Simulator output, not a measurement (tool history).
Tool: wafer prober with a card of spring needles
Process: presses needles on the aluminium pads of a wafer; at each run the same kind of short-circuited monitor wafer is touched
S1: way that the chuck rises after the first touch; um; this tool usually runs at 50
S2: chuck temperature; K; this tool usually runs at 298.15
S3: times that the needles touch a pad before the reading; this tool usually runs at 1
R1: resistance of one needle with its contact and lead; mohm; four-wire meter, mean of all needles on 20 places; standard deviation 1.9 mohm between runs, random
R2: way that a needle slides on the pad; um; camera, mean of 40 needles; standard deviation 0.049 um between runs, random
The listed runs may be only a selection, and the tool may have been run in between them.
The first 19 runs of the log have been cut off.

run,day,S1,S2,S3,R1,R2
# day 8.033: tips cleaned on abrasive film
20,8.483,68,318.15,1,202,12.86
# day 8.600: tips cleaned on abrasive film
21,8.938,32,368.15,1,220,6.12
# day 9.167: tips cleaned on abrasive film
22,9.538,32,368.15,1,227,6.19
# day 9.725: tips cleaned on abrasive film
23,9.812,42,335.15,1,206,8.06
# day 10.321: tips cleaned on abrasive film
24,10.400,42,336.15,3,213,8.07
# day 10.883: tips cleaned on abrasive film
25,10.996,59,306.15,3,200,11.25
26,11.338,50,315.15,1,207,9.63
# day 11.446: tips cleaned on abrasive film
27,11.838,40,298.15,3,202,7.72
# day 12.033: tips cleaned on abrasive film
28,12.158,63,309.15,2,201,12.16
29,12.533,37,313.15,3,205,7.10
# day 12.588: tips cleaned on abrasive film
30,13.033,35,364.15,2,222,6.85
# day 13.167: tips cleaned on abrasive film
31,13.517,47,356.15,2,210,9.10
# day 13.746: tips cleaned on abrasive film
# day 13.758: height of the first contact set anew
32,14.062,33,303.15,1,206,6.37

Consider 4 possible next runs. They are alternatives, not a sequence: every one starts from the tool as it was left by run 32. What does each give?
# day 14.317: tips cleaned on abrasive film
A,14.575,57,301.15,1,?,?
# day 14.317: tips cleaned on abrasive film
B,14.575,67,298.15,1,?,?
# day 14.317: tips cleaned on abrasive film
C,14.575,31,316.15,3,?,?
# day 14.317: tips cleaned on abrasive film
D,14.575,35,298.15,3,?,?

run,R1,R2
A,200,11.13
B,198,13.09
C,211,6.14
D,204,6.86
Stripped of hidden state, with their random variation kept, the same runs would have yielded:
run,R1,R2
A,200,10.60
B,198,12.46
C,211,5.85
D,204,6.53
